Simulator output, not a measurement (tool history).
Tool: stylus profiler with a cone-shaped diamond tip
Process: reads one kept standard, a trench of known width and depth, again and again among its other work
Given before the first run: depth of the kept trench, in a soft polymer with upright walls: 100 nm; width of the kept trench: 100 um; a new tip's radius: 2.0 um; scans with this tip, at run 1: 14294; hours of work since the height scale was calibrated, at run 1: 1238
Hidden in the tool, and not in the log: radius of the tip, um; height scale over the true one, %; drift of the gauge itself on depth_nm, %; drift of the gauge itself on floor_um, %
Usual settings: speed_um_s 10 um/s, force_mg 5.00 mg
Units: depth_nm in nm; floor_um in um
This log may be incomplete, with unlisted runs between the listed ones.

run   hour  speed_um_s  force_mg  scans with this tip  hours of work since the height scale was calibrated  depth_nm  floor_um
  1    0.0          10      5.00                14294                                                 1238    102.44     98.68
  2   15.8          10      5.00                14416                                                 1248    102.32     98.69
  3   41.7          10      5.00                14617                                                 1266    102.41     98.74
      59.2  -- new tip fitted, height scale calibrated
  4   73.2          10      5.00                  108                                                    9    102.32     98.77
  5   99.5          10      5.00                  312                                                   27    102.35     98.74
  6  119.0          24      5.00                  463                                                   40    102.38     98.64
  7  149.5          10      5.00                  698                                                   60    102.40     98.80
  8  170.1          10      5.00                  858                                                   74    102.35     98.73
  9  198.8          10      1.89                 1080                                                   94    101.24     98.70
 10  228.2          10      1.89                 1308                                                  113    101.23     98.79
 11  251.9          10      1.89                 1491                                                  129    101.22     98.70
 12  283.0           5      5.00                 1732                                                  150    102.35     98.70
 13  305.4          30      5.00                 1905                                                  165    102.36     98.66
 14  321.3          30      5.00                 2028                                                  176    102.32     98.73
 15  352.0          10     11.63                 2265                                                  196    104.19     98.78
 16  372.1           2      6.60                 2421                                                  210    102.82     98.71
 17  403.1           6      2.86                 2661                                                  230    101.65     98.73
 18  427.7           4      3.19                 2852                                                  247    101.74     98.72
 19  443.4           4      6.35                 2973                                                  257    102.84     98.67
 20  457.8           4      6.35                 3084                                                  267    102.79     98.70

What will run 21 give?
 21  484.4          10      9.96                 3290                                                  285         ?         ?

Run 21 measured depth_nm 103.86 nm, floor_um 98.72 um.
Had the tool carried no hidden state, the very same run would have given depth_nm 103.85 nm, floor_um 98.73 um.
